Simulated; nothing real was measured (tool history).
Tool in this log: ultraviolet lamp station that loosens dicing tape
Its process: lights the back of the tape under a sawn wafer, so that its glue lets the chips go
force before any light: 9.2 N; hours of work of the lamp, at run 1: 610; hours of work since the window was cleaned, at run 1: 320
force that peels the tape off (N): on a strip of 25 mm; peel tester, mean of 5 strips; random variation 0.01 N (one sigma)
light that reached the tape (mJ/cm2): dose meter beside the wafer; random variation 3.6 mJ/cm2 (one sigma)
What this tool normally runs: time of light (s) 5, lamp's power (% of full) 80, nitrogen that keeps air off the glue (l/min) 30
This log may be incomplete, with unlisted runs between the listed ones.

run	hour	time of light (s)	lamp's power (% of full)	nitrogen that keeps air off the glue (l/min)	hours of work of the lamp	hours of work since the window was cleaned	force that peels the tape off (N)	light that reached the tape (mJ/cm2)
1	0	5	80	30	610	320	0.74	481
2	21.3	5	70	30	624	334	1.003	417
3	55.9	5	80	19	648	358	1.076	473
4	95.2	7	80	30	674	384	0.342	657
5	119.7	7	80	30	691	401	0.342	647
6	142.1	7	80	30	706	416	0.355	645
7	170	7	80	30	724	434	0.365	640
8	200.5	7	80	30	745	455	0.375	633
9	241.9	7	80	30	773	483	0.39	624
10	286.2	7	80	30	803	513	0.402	618
11	318.2	5	68	30	824	534	1.241	370
# hour 359.2: window cleaned of glue's vapour
12	359.2	5	95	30	852	0	0.649	505
# hour 381.3: lamp changed
13	382.7	5	80	30	1	15	0.556	536
14	409.8	5	80	9	19	33	1.476	539
15	440.3	5	80	9	40	54	1.541	526
16	475.6	5	80	51	63	78	0.402	526
17	503.2	5	80	51	82	96	0.4	521
18	539	5	80	31	106	120	0.576	525

Predict the results of run 19:
# hour 570: window cleaned of glue's vapour, once more
19	581.1	5	80	31	134	8	?	?

force that peels the tape off (N): 0.484
light that reached the tape (mJ/cm2): 566
Were there no unlogged condition in the tool, this run, its random variation unchanged, would have produced force that peels the tape off (N) 0.435, light that reached the tape (mJ/cm2) 592.

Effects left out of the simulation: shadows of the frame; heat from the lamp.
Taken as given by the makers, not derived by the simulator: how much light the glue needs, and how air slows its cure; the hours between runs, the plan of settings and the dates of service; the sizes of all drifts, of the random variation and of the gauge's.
